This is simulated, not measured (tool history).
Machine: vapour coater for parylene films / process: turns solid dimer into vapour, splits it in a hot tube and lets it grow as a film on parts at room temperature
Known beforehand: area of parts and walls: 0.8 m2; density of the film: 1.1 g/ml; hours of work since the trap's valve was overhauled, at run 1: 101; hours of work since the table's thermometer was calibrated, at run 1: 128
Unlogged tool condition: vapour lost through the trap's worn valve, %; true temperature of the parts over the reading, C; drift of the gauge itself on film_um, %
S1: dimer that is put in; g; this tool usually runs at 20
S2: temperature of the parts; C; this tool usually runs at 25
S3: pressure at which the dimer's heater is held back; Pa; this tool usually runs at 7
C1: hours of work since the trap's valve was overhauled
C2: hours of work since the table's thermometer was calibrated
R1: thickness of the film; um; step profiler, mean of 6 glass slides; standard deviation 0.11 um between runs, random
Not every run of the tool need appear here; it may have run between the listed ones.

run 1 hour=0 | S1=20 S2=25 S3=7 | C1=101 C2=128 | R1=13.23
run 2 hour=25 | S1=34 S2=25 S3=7 | C1=118 C2=144 | R1=22.23
run 3 hour=40.5 | S1=34 S2=25 S3=7 | C1=128 C2=154 | R1=21.92
run 4 hour=65.3 | S1=20 S2=25 S3=7 | C1=144 C2=170 | R1=13.17
run 5 hour=91.9 | S1=20 S2=25 S3=7 | C1=162 C2=188 | R1=13.02
run 6 hour=116.2 | S1=20 S2=25 S3=7 | C1=178 C2=204 | R1=12.88
run 7 hour=137.8 | S1=20 S2=21 S3=7 | C1=192 C2=218 | R1=15.51
run 8 hour=154.3 | S1=20 S2=21 S3=7 | C1=203 C2=229 | R1=15.55
run 9 hour=180.5 | S1=20 S2=25 S3=7 | C1=220 C2=246 | R1=12.82
run 10 hour=202.2 | S1=20 S2=25 S3=7 | C1=234 C2=260 | R1=12.77
run 11 hour=221.8 | S1=20 S2=23 S3=7 | C1=247 C2=273 | R1=14
run 12 hour=238.4 | S1=20 S2=25 S3=7 | C1=258 C2=284 | R1=12.79
run 13 hour=249.8 | S1=20 S2=25 S3=7 | C1=265 C2=292 | R1=12.78
run 14 hour=269.1 | S1=20 S2=25 S3=7 | C1=278 C2=304 | R1=12.75
run 15 hour=293.4 | S1=20 S2=25 S3=4.7 | C1=294 C2=320 | R1=13.65
run 16 hour=304.9 | S1=20 S2=25 S3=4.7 | C1=301 C2=328 | R1=13.66
run 17 hour=322.3 | S1=20 S2=25 S3=4.7 | C1=313 C2=339 | R1=13.56
run 18 hour=337.6 | S1=20 S2=25 S3=4.7 | C1=323 C2=349 | R1=13.6
run 19 hour=350.8 | S1=20 S2=25 S3=4.7 | C1=332 C2=358 | R1=13.67
run 20 hour=367.9 | S1=20 S2=25 S3=4.7 | C1=343 C2=369 | R1=13.43
run 21 hour=385.2 | S1=20 S2=25 S3=4.7 | C1=354 C2=380 | R1=13.56
run 22 hour=408.6 | S1=20 S2=25 S3=4.7 | C1=369 C2=396 | R1=13.29
run 23 hour=430.1 | S1=20 S2=25 S3=7 | C1=384 C2=410 | R1=12.64
run 24 hour=443.5 | S1=20 S2=25 S3=5.14 | C1=392 C2=419 | R1=13.13
run 25 hour=459.2 | S1=20 S2=25 S3=5.14 | C1=403 C2=429 | R1=13.17
run 26 hour=484.3 | S1=23 S2=36 S3=7 | C1=419 C2=445 | R1=8.45
run 27 hour=499.7 | S1=23 S2=36 S3=7 | C1=429 C2=456 | R1=8.48
run 28 hour=520 | S1=9 S2=25 S3=2.4 | C1=443 C2=469 | R1=6.72
run 29 hour=537.4 | S1=9 S2=24 S3=5.51 | C1=454 C2=480 | R1=6.02
run 30 hour=557.5 | S1=13 S2=17 S3=7.31 | C1=467 C2=493 | R1=11.47
run 31 hour=576.2 | S1=19 S2=17 S3=2.25 | C1=479 C2=506 | R1=19.82
run 32 hour=601.2 | S1=9 S2=34 S3=9.62 | C1=496 C2=522 | R1=3.42
run 33 hour=620.5 | S1=14 S2=22 S3=7 | C1=509 C2=535 | R1=9.89
run 34 hour=632.6 | S1=20 S2=23 S3=4.85 | C1=517 C2=543 | R1=14.35
run 35 hour=646 | S1=14 S2=20 S3=4.85 | C1=525 C2=552 | R1=11.46
run 36 hour=658.2 | S1=20 S2=25 S3=2.27 | C1=533 C2=560 | R1=14.97
run 37 hour=676.3 | S1=20 S2=21 S3=8.27 | C1=545 C2=571 | R1=14.22
run 38 hour=689.1 | S1=20 S2=21 S3=6.79 | C1=554 C2=580 | R1=14.62
run 39 hour=707.3 | S1=20 S2=18 S3=7.81 | C1=565 C2=592 | R1=16.52
run 40 hour=733.6 | S1=20 S2=18 S3=7 | C1=583 C2=609 | R1=16.63
run 41 hour=760.1 | S1=20 S2=18 S3=7 | C1=600 C2=626 | R1=16.79
run 42 hour=782.9 | S1=10 S2=27 S3=7.4 | C1=615 C2=641 | R1=5.33
run 43 hour=809.2 | S1=10 S2=27 S3=7.4 | C1=632 C2=659 | R1=5.36
run 44 hour=833.1 | S1=13 S2=21 S3=4.2 | C1=648 C2=674 | R1=10.15
run 45 hour=859.3 | S1=13 S2=21 S3=4.2 | C1=665 C2=692 | R1=10.04
run 46 hour=883.4 | S1=17 S2=22 S3=4.2 | C1=681 C2=707 | R1=12.73

3 ways to go on from here, each from the tool as it stands after run 46. What would each give?
run A hour=895.2 | S1=32 S2=24 S3=11.77 | C1=689 C2=715 | R1=?
run B hour=895.2 | S1=11 S2=22 S3=7.34 | C1=689 C2=715 | R1=?
run C hour=895.2 | S1=17 S2=23 S3=4.2 | C1=689 C2=715 | R1=?

run=A R1=18.25
run=B R1=7.43
run=C R1=12
Take away the tool's hidden state, keep each run's random variation, and the runs would have read:
run=A R1=20.86
run=B R1=8.49
run=C R1=13.71

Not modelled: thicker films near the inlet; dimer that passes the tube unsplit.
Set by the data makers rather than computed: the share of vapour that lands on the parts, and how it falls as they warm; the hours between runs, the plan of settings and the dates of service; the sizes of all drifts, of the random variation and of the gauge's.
